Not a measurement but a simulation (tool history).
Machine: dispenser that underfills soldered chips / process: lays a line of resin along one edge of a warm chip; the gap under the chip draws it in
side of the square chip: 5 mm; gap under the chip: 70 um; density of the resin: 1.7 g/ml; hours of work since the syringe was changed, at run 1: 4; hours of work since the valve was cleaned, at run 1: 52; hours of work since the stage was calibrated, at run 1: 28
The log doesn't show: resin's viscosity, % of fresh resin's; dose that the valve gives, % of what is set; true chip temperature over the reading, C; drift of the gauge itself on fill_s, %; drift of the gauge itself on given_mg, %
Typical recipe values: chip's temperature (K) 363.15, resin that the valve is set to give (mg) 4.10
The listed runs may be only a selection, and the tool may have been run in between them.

| run | day | chip's temperature (K) | resin that the valve is set to give (mg) | hours of work since the syringe was changed | hours of work since the valve was cleaned | hours of work since the stage was calibrated | time until the resin shows at the far edge (s) | resin that the valve gave (mg) |
|---|---|---|---|---|---|---|---|---|
| 1 | 0.000 | 363.15 | 4.10 | 4 | 52 | 28 | 29.5 | 3.96 |
|  | 0.192 | new syringe of resin |
| 2 | 0.204 | 375.15 | 4.10 | 0 | 56 | 31 | 15.7 | 4.00 |
| 3 | 0.333 | 363.15 | 4.72 | 3 | 58 | 34 | 26.1 | 4.60 |
| 4 | 0.546 | 368.15 | 4.10 | 7 | 62 | 38 | 29.5 | 4.02 |
|  | 0.604 | new syringe of resin |
| 5 | 0.754 | 363.15 | 4.42 | 3 | 66 | 41 | 26.0 | 4.30 |
| 6 | 0.867 | 363.15 | 4.42 | 5 | 68 | 43 | 30.8 | 4.21 |
| 7 | 0.975 | 363.15 | 4.42 | 7 | 70 | 45 | 35.4 | 4.25 |
|  | 1.008 | new syringe of resin |
| 8 | 1.175 | 363.15 | 5.23 | 3 | 73 | 49 | 27.1 | 5.11 |
| 9 | 1.354 | 363.15 | 4.89 | 6 | 77 | 52 | 33.7 | 4.67 |
|  | 1.417 | new syringe of resin |
| 10 | 1.533 | 363.15 | 5.00 | 2 | 80 | 55 | 24.7 | 4.80 |
| 11 | 1.700 | 363.15 | 5.00 | 5 | 83 | 58 | 30.6 | 4.84 |
|  | 1.821 | new syringe of resin |
| 12 | 1.850 | 363.15 | 4.77 | 1 | 85 | 61 | 22.5 | 4.58 |
| 13 | 2.075 | 363.15 | 4.10 | 5 | 90 | 65 | 30.1 | 3.95 |
|  | 2.138 | dispensing valve cleaned and set on the balance |
| 14 | 2.233 | 363.15 | 4.10 | 7 | 2 | 67 | 35.4 | 4.12 |
|  | 2.267 | new syringe of resin |
| 15 | 2.400 | 363.15 | 5.16 | 2 | 5 | 70 | 25.6 | 5.18 |
| 16 | 2.550 | 363.15 | 5.16 | 5 | 7 | 73 | 30.2 | 5.14 |
|  | 2.662 | new syringe of resin |
| 17 | 2.662 | 363.15 | 4.10 | 0 | 9 | 75 | 22.2 | 4.08 |
| 18 | 2.883 | 363.15 | 4.10 | 4 | 13 | 79 | 28.6 | 4.08 |
|  | 3.062 | new syringe of resin |
| 19 | 3.079 | 375.15 | 4.49 | 0 | 17 | 82 | 15.1 | 4.44 |
| 20 | 3.288 | 375.15 | 4.49 | 4 | 21 | 86 | 20.0 | 4.43 |

The next listed run, before its measurement:
|  | 3.471 | new syringe of resin |
| 21 | 3.525 | 355.15 | 4.25 | 1 | 25 | 90 | ? | ? |

Run 21 produced time until the resin shows at the far edge (s) 30.9, resin that the valve gave (mg) 4.20.
Without the tool's hidden state the same run would have given time until the resin shows at the far edge (s) 28.7, resin that the valve gave (mg) 4.25.
